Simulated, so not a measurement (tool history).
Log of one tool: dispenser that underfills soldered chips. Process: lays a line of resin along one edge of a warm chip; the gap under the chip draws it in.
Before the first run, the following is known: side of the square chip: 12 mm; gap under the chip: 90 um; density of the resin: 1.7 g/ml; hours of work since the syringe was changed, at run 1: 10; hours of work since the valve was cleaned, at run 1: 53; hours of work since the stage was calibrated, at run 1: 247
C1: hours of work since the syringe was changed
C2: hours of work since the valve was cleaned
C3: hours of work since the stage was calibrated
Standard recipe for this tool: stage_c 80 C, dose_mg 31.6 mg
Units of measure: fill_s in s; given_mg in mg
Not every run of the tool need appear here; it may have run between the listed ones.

run 1 day=0 | stage_c=80 dose_mg=31.6 | C1=10 C2=53 C3=247 | fill_s=163.5 given_mg=31.02
-- day=0.079 new syringe of resin
run 2 day=0.367 | stage_c=75 dose_mg=31.6 | C1=6 C2=60 C3=254 | fill_s=130.3 given_mg=30.91
run 3 day=0.675 | stage_c=75 dose_mg=31.6 | C1=11 C2=66 C3=259 | fill_s=203.1 given_mg=30.83
-- day=0.708 new syringe of resin
run 4 day=1.079 | stage_c=80 dose_mg=33.5 | C1=7 C2=73 C3=267 | fill_s=125.4 given_mg=32.54
-- day=1.346 new syringe of resin
run 5 day=1.417 | stage_c=89 dose_mg=33.5 | C1=1 C2=79 C3=273 | fill_s=62.2 given_mg=32.37
run 6 day=1.612 | stage_c=80 dose_mg=31.6 | C1=5 C2=83 C3=277 | fill_s=109.2 given_mg=30.67
run 7 day=1.804 | stage_c=80 dose_mg=31.6 | C1=9 C2=87 C3=281 | fill_s=146.1 given_mg=30.67
-- day=1.971 new syringe of resin
run 8 day=2.125 | stage_c=80 dose_mg=31.6 | C1=3 C2=93 C3=286 | fill_s=90.3 given_mg=30.53
run 9 day=2.471 | stage_c=80 dose_mg=31.6 | C1=10 C2=99 C3=293 | fill_s=153.1 given_mg=30.34
-- day=2.612 new syringe of resin
run 10 day=2.779 | stage_c=80 dose_mg=31.6 | C1=3 C2=105 C3=299 | fill_s=95.3 given_mg=30.43
-- day=3.096 dispensing valve cleaned and set on the balance
-- day=3.288 new syringe of resin
run 11 day=3.288 | stage_c=80 dose_mg=31.6 | C1=0 C2=3 C3=307 | fill_s=73.5 given_mg=31.5
run 12 day=3.554 | stage_c=80 dose_mg=31.6 | C1=5 C2=9 C3=312 | fill_s=108.8 given_mg=31.64
-- day=3.921 new syringe of resin
run 13 day=3.925 | stage_c=80 dose_mg=31.6 | C1=0 C2=15 C3=319 | fill_s=74.9 given_mg=31.47
run 14 day=4.146 | stage_c=80 dose_mg=31.6 | C1=4 C2=20 C3=323 | fill_s=103 given_mg=31.37
run 15 day=4.371 | stage_c=80 dose_mg=31.6 | C1=9 C2=24 C3=328 | fill_s=144.1 given_mg=31.23
-- day=4.558 new syringe of resin
run 16 day=4.646 | stage_c=80 dose_mg=31.6 | C1=2 C2=29 C3=333 | fill_s=80.5 given_mg=31.38
run 17 day=5.042 | stage_c=80 dose_mg=31.6 | C1=9 C2=36 C3=340 | fill_s=146.9 given_mg=31.13
-- day=5.183 new syringe of resin
run 18 day=5.383 | stage_c=70 dose_mg=31.9 | C1=4 C2=43 C3=347 | fill_s=128.3 given_mg=31.34
-- day=5.808 new syringe of resin
run 19 day=5.821 | stage_c=95 dose_mg=38.7 | C1=0 C2=51 C3=355 | fill_s=48.1 given_mg=38.06
run 20 day=6.067 | stage_c=68 dose_mg=38.6 | C1=5 C2=56 C3=359 | fill_s=146.1 given_mg=37.65
run 21 day=6.279 | stage_c=68 dose_mg=38.6 | C1=9 C2=60 C3=363 | fill_s=198 given_mg=37.76
-- day=6.438 new syringe of resin
run 22 day=6.504 | stage_c=68 dose_mg=38.6 | C1=1 C2=64 C3=367 | fill_s=109 given_mg=37.7
run 23 day=6.742 | stage_c=80 dose_mg=35 | C1=6 C2=68 C3=372 | fill_s=113.2 given_mg=34.11
run 24 day=7.025 | stage_c=80 dose_mg=35 | C1=11 C2=74 C3=377 | fill_s=169.6 given_mg=33.92
-- day=7.058 new syringe of resin
run 25 day=7.433 | stage_c=80 dose_mg=36.1 | C1=7 C2=81 C3=385 | fill_s=120.3 given_mg=34.95
run 26 day=7.646 | stage_c=87 dose_mg=27.4 | C1=11 C2=85 C3=389 | fill_s=149.5 given_mg=26.51
-- day=7.683 new syringe of resin
run 27 day=8.058 | stage_c=68 dose_mg=31.6 | C1=7 C2=93 C3=397 | fill_s=174.4 given_mg=30.56
-- day=8.321 new syringe of resin
run 28 day=8.417 | stage_c=68 dose_mg=36.4 | C1=2 C2=99 C3=403 | fill_s=112.5 given_mg=35.03
run 29 day=8.679 | stage_c=80 dose_mg=28.4 | C1=7 C2=104 C3=408 | fill_s=124.2 given_mg=27.28
-- day=8.942 new syringe of resin
-- day=9.008 dispensing valve cleaned and set on the balance
run 30 day=9.104 | stage_c=92 dose_mg=29.8 | C1=2 C2=2 C3=415 | fill_s=63.8 given_mg=29.73
run 31 day=9.417 | stage_c=77 dose_mg=27.7 | C1=8 C2=8 C3=421 | fill_s=155.6 given_mg=27.59

Selected run-to-run steps in fill_s, each split into two signed amounts: the part the tool would show with no hidden state at all (from settings, incoming material and random variation), and the remainder, which goes to the hidden state together with any gauge scatter not common to the measured and the hidden-state-free results:
Hidden state present: resin's viscosity, % of fresh resin's; dose that the valve gives, % of what is set; true chip temperature over the reading, C; drift of the gauge itself on fill_s, %; drift of the gauge itself on given_mg, %.
Run 2 -> 3: nothing adjusted, nothing logged. fill_s +72.8 s: hidden state +74.1, all else -1.3.
Run 3 -> 4: stage_c 75 -> 80, dose_mg 31.6 -> 33.5, new syringe of resin. fill_s -77.7 s: hidden state -67.2, all else -10.5.
Run 19 -> 20: stage_c 95 -> 68, dose_mg 38.7 -> 38.6. fill_s +98 s: hidden state +43.4, all else +54.6.
Run 21 -> 22: new syringe of resin. fill_s -89 s: hidden state -90.4, all else +1.4.
Run 30 -> 31: stage_c 92 -> 77, dose_mg 29.8 -> 27.7. fill_s +91.8 s: hidden state +62, all else +29.8.

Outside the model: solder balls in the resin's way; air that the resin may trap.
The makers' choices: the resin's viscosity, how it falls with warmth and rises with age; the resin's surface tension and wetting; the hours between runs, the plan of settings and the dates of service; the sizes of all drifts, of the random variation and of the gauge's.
